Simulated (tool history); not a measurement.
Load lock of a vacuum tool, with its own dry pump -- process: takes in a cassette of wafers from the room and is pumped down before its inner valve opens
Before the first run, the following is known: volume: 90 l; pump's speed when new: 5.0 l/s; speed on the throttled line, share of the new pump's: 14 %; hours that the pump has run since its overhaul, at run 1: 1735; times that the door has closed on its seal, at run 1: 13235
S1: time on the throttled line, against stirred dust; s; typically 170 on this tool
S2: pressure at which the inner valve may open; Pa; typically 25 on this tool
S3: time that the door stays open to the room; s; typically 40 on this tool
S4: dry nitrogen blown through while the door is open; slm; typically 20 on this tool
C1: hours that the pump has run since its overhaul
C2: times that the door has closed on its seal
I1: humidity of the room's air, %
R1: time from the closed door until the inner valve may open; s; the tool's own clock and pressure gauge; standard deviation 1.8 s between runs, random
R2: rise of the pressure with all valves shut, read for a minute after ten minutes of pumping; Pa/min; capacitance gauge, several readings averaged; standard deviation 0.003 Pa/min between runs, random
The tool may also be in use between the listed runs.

run	day	S1	S2	S3	S4	C1	C2	I1	R1	R2
1	0	170	25	40	20	1735	13235	42.3	299	0.14
2	4.488	262	25	40	20	1843	13511	46.1	377.6	0.147
3	8.096	170	23	40	20	1930	13734	44.4	298.2	0.149
4	13.392	170	23	40	20	2057	14060	43.3	301.3	0.153
5	16.3	170	23	40	20	2126	14239	46.9	301.3	0.155
6	20.35	170	25	40	20	2224	14488	42.5	297.8	0.156
7	25.004	170	25	40	20	2335	14775	47.3	298	0.164
8	27.975	170	25	40	8	2407	14958	45.8	296.8	0.173
9	31.842	170	25	40	8	2499	15196	48.1	296.8	0.174
10	35.75	91	25	40	11	2593	15436	47.7	234.3	0.177
11	39.567	239	28	143	20	2685	15671	47.2	356.8	0.195
12	44.2	239	28	143	20	2796	15957	40.7	358.5	0.192
13	48.588	126	22	85	16	2901	16227	47.9	261	0.203

Alternative continuations, all from the tool just after run 13; predict every row:
A	51.575	252	26	40	20	2973	16411	48.5	?	?
B	51.575	91	22	29	4	2973	16411	46.7	?	?
C	51.575	170	25	111	9	2973	16411	42.2	?	?
D	51.575	170	25	68	18	2973	16411	45.7	?	?

run	R1	R2
A	366.5	0.19
B	233.1	0.194
C	297.9	0.208
D	298.8	0.19
With no hidden state in the tool, these same runs would have given:
run	R1	R2
A	364.9	0.012
B	231.1	0.018
C	296.1	0.034
D	296.9	0.014

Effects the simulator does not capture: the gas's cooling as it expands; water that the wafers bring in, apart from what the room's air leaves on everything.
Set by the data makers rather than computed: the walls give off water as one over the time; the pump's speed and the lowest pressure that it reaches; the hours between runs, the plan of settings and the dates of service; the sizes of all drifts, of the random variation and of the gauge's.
